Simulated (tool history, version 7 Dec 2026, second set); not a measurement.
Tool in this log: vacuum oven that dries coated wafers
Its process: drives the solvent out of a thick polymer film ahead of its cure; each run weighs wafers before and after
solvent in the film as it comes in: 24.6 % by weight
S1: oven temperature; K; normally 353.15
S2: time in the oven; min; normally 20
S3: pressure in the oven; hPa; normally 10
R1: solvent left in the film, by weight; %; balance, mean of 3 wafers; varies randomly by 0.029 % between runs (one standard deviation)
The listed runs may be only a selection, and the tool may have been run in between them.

{"run": 1, "hour": 0.0, "S1": 353.15, "S2": 20, "S3": 10, "R1": 3.44}
{"run": 2, "hour": 76.8, "S1": 353.15, "S2": 20, "S3": 10, "R1": 3.5}
{"run": 3, "hour": 162.8, "S1": 353.15, "S2": 20, "S3": 13.1, "R1": 3.52}
{"run": 4, "hour": 234.8, "S1": 365.15, "S2": 20, "S3": 10, "R1": 0.88}
{"run": 5, "hour": 271.3, "S1": 367.15, "S2": 20, "S3": 10, "R1": 0.67}
{"run": 6, "hour": 307.9, "S1": 367.15, "S2": 20, "S3": 10, "R1": 0.64}
{"run": 7, "hour": 344.7, "S1": 353.15, "S2": 14, "S3": 10, "R1": 5.69}
{"run": 8, "hour": 425.0, "S1": 353.15, "S2": 14, "S3": 10, "R1": 5.64}
{"run": 9, "hour": 510.1, "S1": 353.15, "S2": 20, "S3": 10, "R1": 3.36}
{"hour": 586.7, "done": "oven's thermocouples calibrated"}
{"run": 10, "hour": 596.1, "S1": 353.15, "S2": 20, "S3": 10, "R1": 3.84}
{"run": 11, "hour": 658.9, "S1": 353.15, "S2": 20, "S3": 10, "R1": 3.87}
{"run": 12, "hour": 719.4, "S1": 353.15, "S2": 20, "S3": 10, "R1": 3.75}
{"hour": 771.0, "done": "vacuum gauge cleaned of residue and calibrated"}
{"run": 13, "hour": 777.0, "S1": 353.15, "S2": 20, "S3": 10, "R1": 3.6}
{"run": 14, "hour": 848.8, "S1": 353.15, "S2": 20, "S3": 10, "R1": 3.56}
{"run": 15, "hour": 935.1, "S1": 353.15, "S2": 20, "S3": 10, "R1": 3.49}
{"run": 16, "hour": 971.8, "S1": 365.15, "S2": 20, "S3": 10, "R1": 0.92}
{"run": 17, "hour": 1048.3, "S1": 365.15, "S2": 20, "S3": 10, "R1": 0.87}
{"run": 18, "hour": 1084.7, "S1": 365.15, "S2": 20, "S3": 10, "R1": 0.87}
{"run": 19, "hour": 1167.0, "S1": 342.15, "S2": 20, "S3": 10, "R1": 7.65}
{"run": 20, "hour": 1240.4, "S1": 353.15, "S2": 20, "S3": 10, "R1": 3.46}
{"run": 21, "hour": 1297.2, "S1": 342.15, "S2": 20, "S3": 10, "R1": 7.55}
{"run": 22, "hour": 1333.2, "S1": 342.15, "S2": 20, "S3": 10, "R1": 7.58}
{"run": 23, "hour": 1388.5, "S1": 353.15, "S2": 11, "S3": 10, "R1": 7.49}
{"run": 24, "hour": 1446.9, "S1": 351.15, "S2": 20, "S3": 10, "R1": 4.03}
{"run": 25, "hour": 1494.8, "S1": 351.15, "S2": 20, "S3": 10, "R1": 4.01}
{"run": 26, "hour": 1551.2, "S1": 362.15, "S2": 19, "S3": 32.6, "R1": 1.7}
{"run": 27, "hour": 1598.5, "S1": 363.15, "S2": 15, "S3": 16, "R1": 2.2}
{"run": 28, "hour": 1642.0, "S1": 363.15, "S2": 15, "S3": 16, "R1": 2.15}
{"run": 29, "hour": 1727.3, "S1": 363.15, "S2": 23, "S3": 16, "R1": 0.86}
{"run": 30, "hour": 1812.8, "S1": 350.15, "S2": 19, "S3": 12.3, "R1": 4.68}
{"run": 31, "hour": 1870.0, "S1": 350.15, "S2": 14, "S3": 11.7, "R1": 6.7}
{"run": 32, "hour": 1957.3, "S1": 350.15, "S2": 14, "S3": 11.7, "R1": 6.68}
{"run": 33, "hour": 2006.7, "S1": 350.15, "S2": 14, "S3": 5.5, "R1": 6.6}
{"run": 34, "hour": 2071.2, "S1": 350.15, "S2": 14, "S3": 5.5, "R1": 6.57}
{"hour": 2079.8, "done": "oven's thermocouples calibrated"}
{"run": 35, "hour": 2135.3, "S1": 350.15, "S2": 14, "S3": 5.5, "R1": 6.99}
{"run": 36, "hour": 2173.1, "S1": 350.15, "S2": 20, "S3": 24.2, "R1": 4.89}
{"run": 37, "hour": 2239.8, "S1": 353.15, "S2": 13, "S3": 10.1, "R1": 6.39}
{"run": 38, "hour": 2302.2, "S1": 362.15, "S2": 34, "S3": 13.2, "R1": 0.43}
{"run": 39, "hour": 2364.0, "S1": 362.15, "S2": 34, "S3": 13.2, "R1": 0.45}
{"run": 40, "hour": 2429.6, "S1": 353.15, "S2": 24, "S3": 10, "R1": 2.47}
{"run": 41, "hour": 2517.4, "S1": 351.15, "S2": 20, "S3": 10, "R1": 4.17}
{"run": 42, "hour": 2594.8, "S1": 352.15, "S2": 26, "S3": 18.3, "R1": 2.6}
{"run": 43, "hour": 2635.7, "S1": 352.15, "S2": 22, "S3": 21.7, "R1": 3.47}
{"run": 44, "hour": 2689.6, "S1": 352.15, "S2": 22, "S3": 21.7, "R1": 3.43}
{"run": 45, "hour": 2766.9, "S1": 352.15, "S2": 22, "S3": 21.7, "R1": 3.41}
{"run": 46, "hour": 2807.1, "S1": 352.15, "S2": 22, "S3": 21.7, "R1": 3.41}
{"run": 47, "hour": 2890.9, "S1": 347.15, "S2": 21, "S3": 11.5, "R1": 5.2}

How would selected steps in R1 from run to run divide? Give the signed amount a tool lacking its hidden state would still show from settings, what came in and random variation, and the signed amount left for the hidden state, including any gauge scatter that is not in both of the compared results.
Hidden state present: true wafer temperature over the reading, C; true pressure over the reading, kPa; drift of the gauge itself on solvent_pct, %.
Run 6 -> 7: S1 367.15 -> 353.15, S2 20 -> 14. R1 +5.05 %: hidden state -0.39, all else +5.44.
Run 9 -> 10: oven's thermocouples calibrated. R1 +0.48 %: hidden state +0.5, all else -0.02.
Run 18 -> 19: S1 365.15 -> 342.15. R1 +6.78 %: hidden state -0.21, all else +6.99.
Run 34 -> 35: oven's thermocouples calibrated. R1 +0.42 %: hidden state +0.48, all else -0.06.
Run 37 -> 38: S1 353.15 -> 362.15, S2 13 -> 34, S3 10.1 -> 13.2. R1 -5.96 %: hidden state +0.18, all else -6.14.
